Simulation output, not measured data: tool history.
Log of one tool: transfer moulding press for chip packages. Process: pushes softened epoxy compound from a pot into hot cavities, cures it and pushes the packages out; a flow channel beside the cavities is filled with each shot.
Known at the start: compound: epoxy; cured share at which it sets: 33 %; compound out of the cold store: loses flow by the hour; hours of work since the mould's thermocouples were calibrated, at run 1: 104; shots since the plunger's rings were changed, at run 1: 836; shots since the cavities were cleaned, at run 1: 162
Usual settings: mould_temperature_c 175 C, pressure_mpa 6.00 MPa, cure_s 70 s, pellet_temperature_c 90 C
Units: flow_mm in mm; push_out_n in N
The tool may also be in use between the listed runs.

run,hour,mould_temperature_c,pressure_mpa,cure_s,pellet_temperature_c,hours of work since the mould's thermocouples were calibrated,shots since the plunger's rings were changed,shots since the cavities were cleaned,incoming compound's hours out of the cold store,flow_mm,push_out_n
1,0.0,175,6.00,70,90,104,836,162,22.5,775,442
2,13.2,175,6.00,70,90,115,1074,400,42.2,694,496
# hour 22.6: cavities cleaned with cleaning compound and waxed
3,23.2,175,6.00,70,90,121,1228,12,44.7,678,526
4,41.9,175,6.00,85,90,136,1566,350,24.7,757,514
# hour 55.4: cavities cleaned with cleaning compound and waxed
5,58.0,175,6.00,70,90,148,1828,47,11.3,812,369
# hour 62.1: cavities cleaned with cleaning compound and waxed, once more
6,78.6,175,6.00,70,90,163,2173,298,40.7,684,425
7,91.6,180,6.00,70,90,173,2408,533,41.2,669,460
# hour 94.1: cavities cleaned with cleaning compound and waxed
8,100.9,180,6.00,70,90,179,2549,123,46.8,649,356
9,112.1,180,6.00,70,90,188,2751,325,14.4,773,415
# hour 126.8: cavities cleaned with cleaning compound and waxed
10,131.3,180,6.00,70,90,202,3071,83,16.0,767,359
11,144.6,180,6.00,70,90,212,3309,321,36.5,681,416
12,154.2,180,6.00,70,90,220,3483,495,11.5,777,455
# hour 159.3: cavities cleaned with cleaning compound and waxed
13,166.2,180,6.00,70,80,228,3672,124,28.4,707,363
14,175.5,180,6.00,70,80,236,3841,293,17.9,741,417
15,188.5,175,6.00,70,90,246,4074,526,16.7,759,517
# hour 190.9: cavities cleaned with cleaning compound and waxed
16,209.2,183,6.00,59,90,261,4422,331,46.7,624,436
17,217.0,183,6.00,70,90,267,4562,471,24.9,709,443
# hour 222.4: cavities cleaned with cleaning compound and waxed
# hour 229.4: plunger's sealing rings changed
18,238.4,174,6.89,89,90,281,162,244,22.2,837,398
# hour 257.1: cavities cleaned with cleaning compound and waxed
19,258.8,174,6.89,89,90,296,503,30,15.2,867,336
20,273.9,174,6.89,89,90,308,776,303,36.8,763,397
# hour 289.6: cavities cleaned with cleaning compound and waxed
21,291.5,167,6.72,51,90,321,1067,35,36.4,777,1019
22,301.7,173,6.72,74,90,329,1250,218,8.1,890,441
23,313.3,175,6.00,70,81,338,1460,428,26.5,754,486
# hour 321.8: cavities cleaned with cleaning compound and waxed
24,327.1,177,4.71,52,97,347,1681,96,13.8,703,562
25,337.2,177,4.71,52,97,355,1863,278,36.9,613,624
26,351.0,177,4.71,52,97,366,2113,528,21.6,668,710
# hour 353.6: cavities cleaned with cleaning compound and waxed
27,366.4,180,6.89,78,93,377,2363,231,32.8,749,402
28,375.2,177,6.00,70,90,384,2523,391,46.9,653,457
# hour 385.4: cavities cleaned with cleaning compound and waxed
29,392.2,179,6.00,53,84,397,2802,122,43.9,653,461

Forecast each of these 3 alternatives for the next run:
A,403.2,175,6.00,71,81,405,3000,320,26.3,?,?
B,403.2,171,4.95,53,95,405,3000,320,33.0,?,?
C,403.2,175,6.00,97,85,405,3000,320,22.2,?,?

run,flow_mm,push_out_n
A,735,435
B,647,896
C,750,394
Without the tool's hidden state the same runs would have given:
run,flow_mm,push_out_n
A,770,329
B,677,697
C,785,291

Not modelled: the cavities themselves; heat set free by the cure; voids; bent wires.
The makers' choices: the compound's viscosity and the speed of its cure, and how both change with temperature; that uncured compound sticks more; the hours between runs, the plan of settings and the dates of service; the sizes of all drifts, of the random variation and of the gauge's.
